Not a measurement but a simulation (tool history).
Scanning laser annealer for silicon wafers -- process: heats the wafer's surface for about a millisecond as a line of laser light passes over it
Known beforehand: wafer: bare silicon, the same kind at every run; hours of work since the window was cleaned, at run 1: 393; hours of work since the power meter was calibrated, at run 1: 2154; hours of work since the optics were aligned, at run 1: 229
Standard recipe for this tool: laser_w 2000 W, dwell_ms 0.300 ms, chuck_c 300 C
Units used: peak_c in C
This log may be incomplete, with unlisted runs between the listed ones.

run    hour  laser_w  dwell_ms  chuck_c  hours of work since the window was cleaned  hours of work since the power meter was calibrated  hours of work since the optics were aligned  peak_c
  1     0.0     2000     0.300      300                                         393                                                2154                                          229    1090
  2    89.6     2000     0.300      300                                         441                                                2201                                          277    1091
  3   176.7     2000     0.300      280                                         487                                                2247                                          323    1070
  4   261.8     1878     0.300      300                                         532                                                2292                                          368    1041
  5   329.7     2041     0.300      300                                         568                                                2328                                          404    1097
      390.6  -- window over the wafer cleaned
  6   404.7     2041     0.300      300                                           7                                                2367                                          443    1141
  7   456.4     2041     0.300      300                                          35                                                2394                                          470    1135
  8   516.7     2041     0.300      300                                          67                                                2426                                          502    1136
  9   566.4     2041     0.300      300                                          93                                                2453                                          528    1133
 10   652.1     2041     0.300      300                                         138                                                2498                                          574    1128
 11   738.7     2011     0.300      300                                         184                                                2544                                          619    1116
 12   810.0     2011     0.300      300                                         222                                                2582                                          657    1114
 13   882.3     1971     0.300      300                                         260                                                2620                                          695    1097
 14   962.1     2000     0.293      270                                         303                                                2662                                          738    1064
 15  1064.9     2000     0.293      270                                         357                                                2717                                          792    1060
 16  1152.8     1977     0.319      263                                         404                                                2763                                          839    1075
 17  1210.7     1888     0.220      271                                         434                                                2794                                          869     913
 18  1299.4     1888     0.220      271                                         481                                                2841                                          916     911
 19  1394.5     2069     0.254      325                                         532                                                2891                                          967    1073

Each row is a separate what-if for the run after 19, all from the same tool condition, not one after another. Results?
  A  1484.5     1984     0.254      325                                         579                                                2939                                         1014       ?
  B  1484.5     1806     0.276      269                                         579                                                2939                                         1014       ?
  C  1484.5     2168     0.299      284                                         579                                                2939                                         1014       ?

run  peak_c
  A    1045
  B     954
  C    1132
Take away the tool's hidden state, keep each run's random variation, and the runs would have read:
run  peak_c
  A    1071
  B     979
  C    1163
